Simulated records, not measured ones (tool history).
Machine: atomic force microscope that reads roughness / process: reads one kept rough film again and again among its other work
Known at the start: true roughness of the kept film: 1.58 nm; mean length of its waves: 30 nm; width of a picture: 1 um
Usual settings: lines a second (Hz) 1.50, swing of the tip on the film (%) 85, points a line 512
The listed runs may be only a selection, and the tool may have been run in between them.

| run | day | lines a second (Hz) | swing of the tip on the film (%) | points a line | roughness of the kept film (nm (root mean square)) |
|---|---|---|---|---|---|
| 1 | 0.000 | 1.50 | 85 | 512 | 1.092 |
| 2 | 1.312 | 1.50 | 85 | 512 | 1.063 |
|  | 2.467 | new tip fitted |
| 3 | 2.625 | 1.50 | 85 | 673 | 1.280 |
| 4 | 4.000 | 1.50 | 85 | 673 | 1.253 |
| 5 | 5.229 | 1.50 | 85 | 673 | 1.222 |
| 6 | 6.046 | 1.50 | 85 | 673 | 1.208 |
| 7 | 7.300 | 1.50 | 85 | 673 | 1.197 |
| 8 | 8.450 | 1.50 | 85 | 673 | 1.159 |
| 9 | 9.100 | 1.50 | 85 | 673 | 1.154 |
| 10 | 10.383 | 1.50 | 85 | 673 | 1.120 |
| 11 | 11.400 | 1.50 | 85 | 673 | 1.098 |
| 12 | 12.267 | 1.50 | 85 | 673 | 1.078 |
| 13 | 13.142 | 1.32 | 85 | 512 | 1.093 |
|  | 13.946 | new tip fitted |
| 14 | 14.004 | 1.50 | 85 | 512 | 1.290 |
| 15 | 15.075 | 1.50 | 85 | 512 | 1.252 |
| 16 | 15.646 | 1.50 | 60 | 512 | 1.379 |
| 17 | 16.383 | 1.50 | 60 | 512 | 1.364 |
| 18 | 17.329 | 1.50 | 60 | 512 | 1.327 |
| 19 | 18.492 | 1.50 | 87 | 512 | 1.167 |
| 20 | 19.162 | 1.50 | 87 | 512 | 1.159 |
| 21 | 20.012 | 1.50 | 87 | 512 | 1.146 |
| 22 | 21.221 | 1.50 | 87 | 512 | 1.120 |
| 23 | 22.471 | 1.50 | 61 | 512 | 1.209 |
| 24 | 23.317 | 1.50 | 62 | 512 | 1.199 |
| 25 | 24.567 | 1.50 | 62 | 512 | 1.168 |
|  | 25.392 | new tip fitted |
| 26 | 25.867 | 2.05 | 64 | 437 | 1.360 |
| 27 | 27.083 | 2.08 | 63 | 295 | 1.345 |
| 28 | 27.754 | 2.08 | 63 | 295 | 1.308 |
| 29 | 28.350 | 2.76 | 82 | 512 | 1.139 |
| 30 | 29.567 | 1.98 | 78 | 272 | 1.191 |
| 31 | 30.312 | 1.98 | 78 | 623 | 1.193 |
| 32 | 31.279 | 1.98 | 78 | 623 | 1.173 |
| 33 | 32.646 | 1.19 | 63 | 512 | 1.257 |
| 34 | 34.038 | 1.19 | 63 | 512 | 1.221 |
| 35 | 34.988 | 1.19 | 63 | 512 | 1.201 |
| 36 | 35.771 | 3.20 | 81 | 512 | 0.984 |
|  | 36.792 | new tip fitted |
| 37 | 36.912 | 3.23 | 85 | 952 | 1.115 |

Predict the results of run 38:
| 38 | 38.208 | 3.23 | 85 | 952 | ? |

Run 38 measured roughness of the kept film (nm (root mean square)) 1.103.
The same run, on a tool lacking any hidden state, would have yielded roughness of the kept film (nm (root mean square)) 1.126.
